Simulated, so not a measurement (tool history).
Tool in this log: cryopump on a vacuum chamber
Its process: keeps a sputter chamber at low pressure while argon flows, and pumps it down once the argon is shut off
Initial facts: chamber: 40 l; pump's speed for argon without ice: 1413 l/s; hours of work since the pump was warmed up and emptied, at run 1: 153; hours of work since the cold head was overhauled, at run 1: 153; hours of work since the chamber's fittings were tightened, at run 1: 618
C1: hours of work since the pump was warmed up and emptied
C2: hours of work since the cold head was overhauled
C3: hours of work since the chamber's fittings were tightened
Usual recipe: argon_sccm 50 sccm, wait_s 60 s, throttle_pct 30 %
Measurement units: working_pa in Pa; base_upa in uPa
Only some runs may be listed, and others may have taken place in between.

run 1 hour=0.0 | argon_sccm=50 wait_s=60 throttle_pct=30 | C1=153 C2=153 C3=618 | working_pa=0.2038 base_upa=3.18
run 2 hour=15.3 | argon_sccm=50 wait_s=60 throttle_pct=30 | C1=163 C2=163 C3=629 | working_pa=0.2041 base_upa=3.11
run 3 hour=27.3 | argon_sccm=50 wait_s=60 throttle_pct=30 | C1=171 C2=171 C3=637 | working_pa=0.2034 base_upa=3.16
run 4 hour=46.1 | argon_sccm=50 wait_s=60 throttle_pct=38 | C1=183 C2=183 C3=649 | working_pa=0.1635 base_upa=3.32
run 5 hour=61.1 | argon_sccm=50 wait_s=60 throttle_pct=38 | C1=193 C2=193 C3=659 | working_pa=0.1618 base_upa=3.20
run 6 hour=77.9 | argon_sccm=50 wait_s=60 throttle_pct=38 | C1=204 C2=204 C3=670 | working_pa=0.1618 base_upa=3.28
run 7 hour=91.8 | argon_sccm=50 wait_s=298 throttle_pct=30 | C1=214 C2=214 C3=680 | working_pa=0.2054 base_upa=2.01
run 8 hour=107.4 | argon_sccm=50 wait_s=298 throttle_pct=30 | C1=224 C2=224 C3=690 | working_pa=0.2060 base_upa=2.11
run 9 hour=116.8 | argon_sccm=50 wait_s=298 throttle_pct=30 | C1=230 C2=230 C3=696 | working_pa=0.2057 base_upa=2.15
run 10 hour=126.8 | argon_sccm=50 wait_s=298 throttle_pct=30 | C1=237 C2=237 C3=703 | working_pa=0.2049 base_upa=2.19
run 11 hour=145.9 | argon_sccm=50 wait_s=298 throttle_pct=30 | C1=250 C2=250 C3=716 | working_pa=0.2065 base_upa=2.17
run 12 hour=158.3 | argon_sccm=48 wait_s=60 throttle_pct=30 | C1=258 C2=258 C3=724 | working_pa=0.1978 base_upa=3.40
run 13 hour=170.2 | argon_sccm=48 wait_s=60 throttle_pct=30 | C1=266 C2=266 C3=732 | working_pa=0.1976 base_upa=3.48
run 14 hour=184.2 | argon_sccm=50 wait_s=60 throttle_pct=30 | C1=275 C2=275 C3=741 | working_pa=0.2064 base_upa=3.51
run 15 hour=200.0 | argon_sccm=50 wait_s=60 throttle_pct=30 | C1=286 C2=286 C3=752 | working_pa=0.2069 base_upa=3.49
run 16 hour=209.7 | argon_sccm=50 wait_s=60 throttle_pct=30 | C1=292 C2=292 C3=758 | working_pa=0.2065 base_upa=3.53
run 17 hour=220.3 | argon_sccm=50 wait_s=60 throttle_pct=30 | C1=299 C2=299 C3=765 | working_pa=0.2089 base_upa=3.60
run 18 hour=229.9 | argon_sccm=23 wait_s=60 throttle_pct=51 | C1=306 C2=306 C3=772 | working_pa=0.0573 base_upa=3.58
run 19 hour=243.6 | argon_sccm=76 wait_s=137 throttle_pct=34 | C1=315 C2=315 C3=781 | working_pa=0.2788 base_upa=2.72
run 20 hour=257.1 | argon_sccm=76 wait_s=137 throttle_pct=34 | C1=324 C2=324 C3=790 | working_pa=0.2805 base_upa=2.83
run 21 hour=272.9 | argon_sccm=76 wait_s=137 throttle_pct=30 | C1=334 C2=334 C3=800 | working_pa=0.3146 base_upa=2.83
run 22 hour=283.8 | argon_sccm=36 wait_s=78 throttle_pct=30 | C1=342 C2=342 C3=808 | working_pa=0.1510 base_upa=3.35
run 23 hour=292.3 | argon_sccm=27 wait_s=53 throttle_pct=30 | C1=347 C2=347 C3=813 | working_pa=0.1133 base_upa=4.02
run 24 hour=302.5 | argon_sccm=74 wait_s=57 throttle_pct=25 | C1=354 C2=354 C3=820 | working_pa=0.3689 base_upa=3.68
run 25 hour=311.1 | argon_sccm=41 wait_s=31 throttle_pct=45 | C1=360 C2=360 C3=826 | working_pa=0.1164 base_upa=5.05
run 26 hour=321.7 | argon_sccm=33 wait_s=24 throttle_pct=22 | C1=367 C2=367 C3=833 | working_pa=0.1853 base_upa=6.13
run 27 hour=329.5 | argon_sccm=36 wait_s=60 throttle_pct=30 | C1=372 C2=372 C3=838 | working_pa=0.1505 base_upa=3.83
run 28 hour=340.4 | argon_sccm=40 wait_s=60 throttle_pct=44 | C1=379 C2=379 C3=845 | working_pa=0.1170 base_upa=3.76
run 29 hour=358.8 | argon_sccm=21 wait_s=69 throttle_pct=30 | C1=392 C2=392 C3=857 | working_pa=0.0876 base_upa=3.50
run 30 hour=370.4 | argon_sccm=87 wait_s=260 throttle_pct=26 | C1=399 C2=399 C3=865 | working_pa=0.4199 base_upa=2.77

For each run, the measured value with the value that run would have given without the tool's hidden condition subtracted. The run-to-run variation is shared by both, the gauge scatter possibly not:
Hidden state present: pump's speed, % of a pump's without ice; cold plate's temperature, K; leak into the chamber, uPa l/s; drift of the gauge itself on working_pa, %; drift of the gauge itself on base_upa, %.
run=1 working_pa=+0.0039 base_upa=+1.40
run=2 working_pa=+0.0041 base_upa=+1.40
run=3 working_pa=+0.0044 base_upa=+1.42
run=4 working_pa=+0.0048 base_upa=+1.52
run=5 working_pa=+0.0049 base_upa=+1.49
run=6 working_pa=+0.0053 base_upa=+1.53
run=7 working_pa=+0.0055 base_upa=+1.52
run=8 working_pa=+0.0058 base_upa=+1.56
run=9 working_pa=+0.0060 base_upa=+1.64
run=10 working_pa=+0.0061 base_upa=+1.67
run=11 working_pa=+0.0065 base_upa=+1.69
run=12 working_pa=+0.0064 base_upa=+1.71
run=13 working_pa=+0.0066 base_upa=+1.71
run=14 working_pa=+0.0072 base_upa=+1.76
run=15 working_pa=+0.0075 base_upa=+1.78
run=16 working_pa=+0.0076 base_upa=+1.78
run=17 working_pa=+0.0079 base_upa=+1.84
run=18 working_pa=+0.0037 base_upa=+1.82
run=19 working_pa=+0.0125 base_upa=+1.86
run=20 working_pa=+0.0129 base_upa=+1.95
run=21 working_pa=+0.0133 base_upa=+1.95
run=22 working_pa=+0.0065 base_upa=+1.95
run=23 working_pa=+0.0049 base_upa=+2.03
run=24 working_pa=+0.0140 base_upa=+1.93
run=25 working_pa=+0.0079 base_upa=+1.96
run=26 working_pa=+0.0065 base_upa=+2.07
run=27 working_pa=+0.0071 base_upa=+2.09
run=28 working_pa=+0.0081 base_upa=+2.05
run=29 working_pa=+0.0045 base_upa=+2.05
run=30 working_pa=+0.0188 base_upa=+2.17
